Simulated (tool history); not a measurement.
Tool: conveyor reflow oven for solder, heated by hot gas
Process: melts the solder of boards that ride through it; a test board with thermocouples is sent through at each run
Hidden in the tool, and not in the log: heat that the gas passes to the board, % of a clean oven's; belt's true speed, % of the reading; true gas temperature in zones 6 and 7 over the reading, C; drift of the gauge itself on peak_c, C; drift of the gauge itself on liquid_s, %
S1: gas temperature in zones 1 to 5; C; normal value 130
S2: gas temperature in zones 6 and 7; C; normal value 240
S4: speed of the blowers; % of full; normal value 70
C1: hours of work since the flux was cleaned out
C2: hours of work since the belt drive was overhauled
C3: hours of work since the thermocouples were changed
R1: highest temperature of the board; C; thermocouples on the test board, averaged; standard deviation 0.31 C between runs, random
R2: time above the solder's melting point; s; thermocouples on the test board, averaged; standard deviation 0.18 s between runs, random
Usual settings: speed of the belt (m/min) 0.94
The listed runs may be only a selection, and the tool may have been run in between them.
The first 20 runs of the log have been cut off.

run 21 hour=240.2 | S1=130 S2=240 speed_of_the_belt_(m/min)=0.959 S4=70 | C1=79 C2=592 C3=913 | R1=216.8 R2=30.7
run 22 hour=255.2 | S1=130 S2=240 speed_of_the_belt_(m/min)=0.94 S4=79 | C1=89 C2=602 C3=923 | R1=221.3 R2=33.5
run 23 hour=271.3 | S1=130 S2=253 speed_of_the_belt_(m/min)=0.94 S4=54 | C1=100 C2=613 C3=934 | R1=220.5 R2=32.7
run 24 hour=285.6 | S1=130 S2=240 speed_of_the_belt_(m/min)=0.94 S4=57 | C1=110 C2=622 C3=943 | R1=212.3 R2=27.8
run 25 hour=299.2 | S1=130 S2=240 speed_of_the_belt_(m/min)=0.906 S4=51 | C1=119 C2=631 C3=952 | R1=210.9 R2=28
run 26 hour=309 | S1=130 S2=240 speed_of_the_belt_(m/min)=0.906 S4=51 | C1=125 C2=638 C3=959 | R1=210.1 R2=28.2
-- hour=315.1 thermocouples of zones 6 and 7 changed
run 27 hour=327.4 | S1=130 S2=240 speed_of_the_belt_(m/min)=0.906 S4=51 | C1=136 C2=649 C3=8 | R1=210.4 R2=28
run 28 hour=339.5 | S1=130 S2=240 speed_of_the_belt_(m/min)=0.906 S4=51 | C1=144 C2=657 C3=16 | R1=210.3 R2=28.1
run 29 hour=353.7 | S1=130 S2=240 speed_of_the_belt_(m/min)=0.906 S4=51 | C1=154 C2=666 C3=26 | R1=209.6 R2=28.1
run 30 hour=361.4 | S1=130 S2=231 speed_of_the_belt_(m/min)=0.856 S4=79 | C1=159 C2=672 C3=31 | R1=216.2 R2=34.7
run 31 hour=376.6 | S1=134 S2=240 speed_of_the_belt_(m/min)=0.94 S4=60 | C1=169 C2=682 C3=41 | R1=214.6 R2=30.4

4 ways to go on from here, each from the tool as it stands after run 31. What would each give?
run A hour=390.8 | S1=134 S2=228 speed_of_the_belt_(m/min)=0.94 S4=60 | C1=179 C2=691 C3=51 | R1=? R2=?
run B hour=390.8 | S1=133 S2=240 speed_of_the_belt_(m/min)=0.902 S4=57 | C1=179 C2=691 C3=51 | R1=? R2=?
run C hour=390.8 | S1=143 S2=243 speed_of_the_belt_(m/min)=0.94 S4=78 | C1=179 C2=691 C3=51 | R1=? R2=?
run D hour=390.8 | S1=134 S2=236 speed_of_the_belt_(m/min)=1.043 S4=60 | C1=179 C2=691 C3=51 | R1=? R2=?

run=A R1=204.2 R2=24.6
run=B R1=214.4 R2=31.6
run=C R1=225.6 R2=37.6
run=D R1=206.5 R2=22.9
Had the tool no hidden state, the same runs would have come out as:
run=A R1=204.2 R2=24.6
run=B R1=214.5 R2=31.6
run=C R1=225.7 R2=37.6
run=D R1=206.6 R2=22.9
